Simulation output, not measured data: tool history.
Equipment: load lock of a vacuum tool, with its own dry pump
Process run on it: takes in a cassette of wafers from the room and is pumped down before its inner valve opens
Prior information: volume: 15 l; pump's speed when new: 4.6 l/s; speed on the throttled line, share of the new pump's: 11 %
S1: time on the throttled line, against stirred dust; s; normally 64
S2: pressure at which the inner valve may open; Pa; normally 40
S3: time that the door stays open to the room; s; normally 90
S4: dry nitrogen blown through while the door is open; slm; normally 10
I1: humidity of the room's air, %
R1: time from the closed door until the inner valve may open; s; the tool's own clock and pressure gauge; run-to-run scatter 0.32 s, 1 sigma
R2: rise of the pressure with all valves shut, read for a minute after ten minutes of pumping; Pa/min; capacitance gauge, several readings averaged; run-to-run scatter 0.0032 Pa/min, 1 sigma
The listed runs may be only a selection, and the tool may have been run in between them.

{"run": 1, "hour": 0.0, "S1": 64, "S2": 40, "S3": 90, "S4": 10, "I1": 42.5, "R1": 83.2, "R2": 0.1}
{"run": 2, "hour": 100.9, "S1": 64, "S2": 76, "S3": 90, "S4": 10, "I1": 45.3, "R1": 80.7, "R2": 0.103}
{"run": 3, "hour": 159.0, "S1": 64, "S2": 76, "S3": 90, "S4": 33, "I1": 46.9, "R1": 80.7, "R2": 0.066}
{"run": 4, "hour": 264.6, "S1": 64, "S2": 76, "S3": 90, "S4": 33, "I1": 43.4, "R1": 81.0, "R2": 0.059}
{"run": 5, "hour": 366.0, "S1": 78, "S2": 40, "S3": 90, "S4": 10, "I1": 43.4, "R1": 95.7, "R2": 0.098}
{"run": 6, "hour": 421.8, "S1": 78, "S2": 40, "S3": 90, "S4": 10, "I1": 43.4, "R1": 95.6, "R2": 0.099}
{"run": 7, "hour": 508.8, "S1": 78, "S2": 40, "S3": 90, "S4": 10, "I1": 44.6, "R1": 95.7, "R2": 0.099}
{"run": 8, "hour": 608.6, "S1": 64, "S2": 46, "S3": 90, "S4": 10, "I1": 44.6, "R1": 82.8, "R2": 0.1}
{"run": 9, "hour": 665.7, "S1": 64, "S2": 40, "S3": 90, "S4": 10, "I1": 42.4, "R1": 83.3, "R2": 0.097}
{"run": 10, "hour": 722.1, "S1": 64, "S2": 40, "S3": 90, "S4": 10, "I1": 43.2, "R1": 82.6, "R2": 0.096}
{"run": 11, "hour": 785.9, "S1": 64, "S2": 40, "S3": 90, "S4": 10, "I1": 44.9, "R1": 82.9, "R2": 0.093}
{"run": 12, "hour": 840.8, "S1": 64, "S2": 40, "S3": 90, "S4": 10, "I1": 48.6, "R1": 83.0, "R2": 0.11}
{"run": 13, "hour": 973.5, "S1": 64, "S2": 40, "S3": 90, "S4": 10, "I1": 49.4, "R1": 82.8, "R2": 0.111}
{"run": 14, "hour": 1075.9, "S1": 64, "S2": 40, "S3": 90, "S4": 10, "I1": 44.9, "R1": 83.5, "R2": 0.101}
{"run": 15, "hour": 1139.1, "S1": 64, "S2": 40, "S3": 90, "S4": 10, "I1": 46.3, "R1": 83.1, "R2": 0.098}
{"run": 16, "hour": 1242.2, "S1": 108, "S2": 40, "S3": 90, "S4": 10, "I1": 47.7, "R1": 122.3, "R2": 0.111}
{"run": 17, "hour": 1370.5, "S1": 108, "S2": 40, "S3": 90, "S4": 10, "I1": 43.6, "R1": 122.9, "R2": 0.098}
{"run": 18, "hour": 1490.1, "S1": 108, "S2": 40, "S3": 90, "S4": 10, "I1": 46.4, "R1": 122.3, "R2": 0.108}
{"run": 19, "hour": 1611.6, "S1": 64, "S2": 40, "S3": 139, "S4": 10, "I1": 41.4, "R1": 83.7, "R2": 0.126}
{"run": 20, "hour": 1700.6, "S1": 40, "S2": 72, "S3": 90, "S4": 10, "I1": 46.7, "R1": 59.8, "R2": 0.104}
{"run": 21, "hour": 1815.7, "S1": 64, "S2": 72, "S3": 60, "S4": 10, "I1": 48.2, "R1": 80.7, "R2": 0.084}
{"run": 22, "hour": 1933.4, "S1": 64, "S2": 28, "S3": 182, "S4": 10, "I1": 45.1, "R1": 84.2, "R2": 0.167}
{"run": 23, "hour": 1990.8, "S1": 64, "S2": 40, "S3": 90, "S4": 23, "I1": 45.8, "R1": 82.6, "R2": 0.073}
{"run": 24, "hour": 2115.7, "S1": 64, "S2": 40, "S3": 90, "S4": 23, "I1": 45.8, "R1": 83.1, "R2": 0.075}
{"run": 25, "hour": 2240.9, "S1": 64, "S2": 33, "S3": 46, "S4": 23, "I1": 41.8, "R1": 83.7, "R2": 0.051}
{"run": 26, "hour": 2362.2, "S1": 64, "S2": 33, "S3": 90, "S4": 10, "I1": 41.8, "R1": 83.8, "R2": 0.093}
{"run": 27, "hour": 2443.0, "S1": 64, "S2": 33, "S3": 90, "S4": 10, "I1": 44.5, "R1": 83.9, "R2": 0.099}
{"run": 28, "hour": 2529.7, "S1": 64, "S2": 33, "S3": 90, "S4": 10, "I1": 42.7, "R1": 83.3, "R2": 0.097}

Run 29 comes next. What will it give?
{"run": 29, "hour": 2645.4, "S1": 64, "S2": 33, "S3": 90, "S4": 10, "I1": 46.8, "R1": "?", "R2": "?"}

Logged for run 29: R1 84.3 s, R2 0.104 Pa/min.
Take away the tool's hidden state, keep the run-to-run variation as it was, and the same run would have given R1 84.3 s, R2 0.104 Pa/min.

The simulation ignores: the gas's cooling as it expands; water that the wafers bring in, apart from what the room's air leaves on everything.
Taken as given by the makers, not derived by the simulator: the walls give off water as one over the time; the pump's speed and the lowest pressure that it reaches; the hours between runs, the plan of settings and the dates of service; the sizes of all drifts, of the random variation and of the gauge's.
